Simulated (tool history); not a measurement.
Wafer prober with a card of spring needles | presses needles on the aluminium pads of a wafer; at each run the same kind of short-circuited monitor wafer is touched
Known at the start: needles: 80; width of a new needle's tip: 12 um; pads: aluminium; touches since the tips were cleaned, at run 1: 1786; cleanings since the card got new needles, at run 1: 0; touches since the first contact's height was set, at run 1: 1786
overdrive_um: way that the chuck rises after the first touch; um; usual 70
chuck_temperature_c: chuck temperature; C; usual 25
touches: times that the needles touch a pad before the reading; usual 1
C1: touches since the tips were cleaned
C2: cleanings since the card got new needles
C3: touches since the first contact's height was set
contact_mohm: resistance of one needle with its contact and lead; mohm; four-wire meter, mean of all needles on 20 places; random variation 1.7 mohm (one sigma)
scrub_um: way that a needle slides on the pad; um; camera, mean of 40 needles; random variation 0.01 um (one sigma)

run 1 day=0 | overdrive_um=70 chuck_temperature_c=25 touches=1 | C1=1786 C2=0 C3=1786 | contact_mohm=165 scrub_um=17.76
-- day=0.842 tips cleaned on abrasive film
run 2 day=0.933 | overdrive_um=70 chuck_temperature_c=25 touches=1 | C1=795 C2=1 C3=9840 | contact_mohm=166 scrub_um=17.77
-- day=1.817 tips cleaned on abrasive film
run 3 day=1.817 | overdrive_um=70 chuck_temperature_c=82 touches=1 | C1=0 C2=2 C3=17480 | contact_mohm=179 scrub_um=17.76
run 4 day=2.488 | overdrive_um=70 chuck_temperature_c=82 touches=1 | C1=5799 C2=2 C3=23279 | contact_mohm=175 scrub_um=17.76
-- day=2.908 tips cleaned on abrasive film
run 5 day=3.104 | overdrive_um=70 chuck_temperature_c=36 touches=1 | C1=1703 C2=3 C3=28592 | contact_mohm=168 scrub_um=17.76
run 6 day=3.817 | overdrive_um=70 chuck_temperature_c=36 touches=2 | C1=7890 C2=3 C3=34779 | contact_mohm=167 scrub_um=17.76
-- day=3.904 tips cleaned on abrasive film
-- day=4.871 tips cleaned on abrasive film
run 7 day=5.162 | overdrive_um=70 chuck_temperature_c=36 touches=2 | C1=2496 C2=5 C3=46353 | contact_mohm=168 scrub_um=17.76
-- day=5.921 tips cleaned on abrasive film
run 8 day=5.938 | overdrive_um=70 chuck_temperature_c=36 touches=2 | C1=130 C2=6 C3=53043 | contact_mohm=171 scrub_um=17.76
-- day=6.917 tips cleaned on abrasive film
run 9 day=7.117 | overdrive_um=50 chuck_temperature_c=25 touches=3 | C1=1739 C2=7 C3=63237 | contact_mohm=173 scrub_um=12.68
-- day=7.908 tips cleaned on abrasive film
run 10 day=7.925 | overdrive_um=88 chuck_temperature_c=49 touches=1 | C1=171 C2=8 C3=70231 | contact_mohm=168 scrub_um=22.32
-- day=8.9 tips cleaned on abrasive film
run 11 day=9.296 | overdrive_um=88 chuck_temperature_c=49 touches=1 | C1=3444 C2=9 C3=82062 | contact_mohm=174 scrub_um=22.33
-- day=9.954 tips cleaned on abrasive film
run 12 day=10.383 | overdrive_um=55 chuck_temperature_c=35 touches=2 | C1=3698 C2=10 C3=91444 | contact_mohm=168 scrub_um=13.95
-- day=10.992 tips cleaned on abrasive film
-- day=11.217 height of the first contact set anew
run 13 day=11.217 | overdrive_um=55 chuck_temperature_c=35 touches=2 | C1=1845 C2=11 C3=0 | contact_mohm=170 scrub_um=13.94
-- day=11.988 tips cleaned on abrasive film
run 14 day=11.988 | overdrive_um=55 chuck_temperature_c=35 touches=2 | C1=0 C2=12 C3=6658 | contact_mohm=167 scrub_um=13.96
-- day=12.983 tips cleaned on abrasive film
run 15 day=13.112 | overdrive_um=77 chuck_temperature_c=35 touches=1 | C1=1116 C2=13 C3=16372 | contact_mohm=167 scrub_um=19.55
run 16 day=13.879 | overdrive_um=77 chuck_temperature_c=35 touches=1 | C1=7773 C2=13 C3=23029 | contact_mohm=167 scrub_um=19.55

3 ways to go on from here, each from the tool as it stands after run 16. What would each give?
-- day=14.017 tips cleaned on abrasive film
-- day=15.038 tips cleaned on abrasive film
run A day=15.3 | overdrive_um=74 chuck_temperature_c=35 touches=3 | C1=2274 C2=15 C3=35251 | contact_mohm=? scrub_um=?
-- day=14.017 tips cleaned on abrasive film
-- day=15.038 tips cleaned on abrasive film
run B day=15.3 | overdrive_um=77 chuck_temperature_c=121 touches=1 | C1=2274 C2=15 C3=35251 | contact_mohm=? scrub_um=?
-- day=14.017 tips cleaned on abrasive film
-- day=15.038 tips cleaned on abrasive film
run C day=15.3 | overdrive_um=65 chuck_temperature_c=74 touches=3 | C1=2274 C2=15 C3=35251 | contact_mohm=? scrub_um=?

run=A contact_mohm=166 scrub_um=18.78
run=B contact_mohm=187 scrub_um=19.52
run=C contact_mohm=176 scrub_um=16.49
Without the tool's hidden state the same runs would have given:
run=A contact_mohm=166 scrub_um=18.78
run=B contact_mohm=187 scrub_um=19.52
run=C contact_mohm=176 scrub_um=16.49

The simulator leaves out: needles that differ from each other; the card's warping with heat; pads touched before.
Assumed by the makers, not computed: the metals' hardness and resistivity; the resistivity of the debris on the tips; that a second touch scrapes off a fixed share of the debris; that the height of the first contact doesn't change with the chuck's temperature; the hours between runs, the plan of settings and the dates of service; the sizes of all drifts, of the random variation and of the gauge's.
